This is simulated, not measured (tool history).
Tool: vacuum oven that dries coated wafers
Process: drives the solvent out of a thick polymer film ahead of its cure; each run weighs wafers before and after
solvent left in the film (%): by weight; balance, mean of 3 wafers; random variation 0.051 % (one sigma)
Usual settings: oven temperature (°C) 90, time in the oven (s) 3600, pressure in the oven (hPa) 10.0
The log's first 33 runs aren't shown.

Run 34, day 115.467: usual settings but time in the oven (s) 3420. Result: solvent left in the film (%) 2.49.
Run 35, day 117.679: usual settings but time in the oven (s) 4080, pressure in the oven (hPa) 7.8. Result: solvent left in the film (%) 1.76.
Run 36, day 120.983: usual settings but time in the oven (s) 4080, pressure in the oven (hPa) 7.8. Result: solvent left in the film (%) 1.76.
Run 37, day 123.138: usual settings but time in the oven (s) 4080, pressure in the oven (hPa) 7.8. Result: solvent left in the film (%) 1.86.
Run 38, day 125.900: usual settings but oven temperature (°C) 76, time in the oven (s) 5340, pressure in the oven (hPa) 5.0. Result: solvent left in the film (%) 2.99.
Run 39, day 128.912: usual settings but time in the oven (s) 3840, pressure in the oven (hPa) 11.7. Result: solvent left in the film (%) 2.56.
Run 40, day 131.642: usual settings but oven temperature (°C) 105, time in the oven (s) 4980, pressure in the oven (hPa) 8.0. Result: solvent left in the film (%) 0.95.
Run 41, day 134.504: usual settings but oven temperature (°C) 102, time in the oven (s) 4140, pressure in the oven (hPa) 8.0. Result: solvent left in the film (%) 1.03.
Run 42, day 137.804: usual settings but oven temperature (°C) 102, time in the oven (s) 4140, pressure in the oven (hPa) 8.0. Result: solvent left in the film (%) 1.07.
Run 43, day 140.146: usual settings but time in the oven (s) 5580. Result: solvent left in the film (%) 2.01.
Run 44, day 144.742: usual settings but time in the oven (s) 5580. Result: solvent left in the film (%) 2.07.
Run 45, day 148.804: usual settings but time in the oven (s) 5580. Result: solvent left in the film (%) 2.09.
Run 46, day 153.425: usual settings but time in the oven (s) 5580. Result: solvent left in the film (%) 2.16.
Run 47, day 156.767: usual settings but time in the oven (s) 5580. Result: solvent left in the film (%) 2.03.

Forecast each of these 3 alternatives for the next run:
Run A, day 161.112: usual settings but time in the oven (s) 1980. Result: solvent left in the film (%) ?.
Run B, day 161.112: usual settings but pressure in the oven (hPa) 29.5. Result: solvent left in the film (%) ?.
Run C, day 161.112: usual settings but oven temperature (°C) 87, time in the oven (s) 2400, pressure in the oven (hPa) 14.7. Result: solvent left in the film (%) ?.

run  solvent left in the film (%)
  A                          4.14
  B                          5.71
  C                          4.87
Without the tool's hidden state the same runs would have given:
run  solvent left in the film (%)
  A                          3.61
  B                          5.12
  C                          4.28
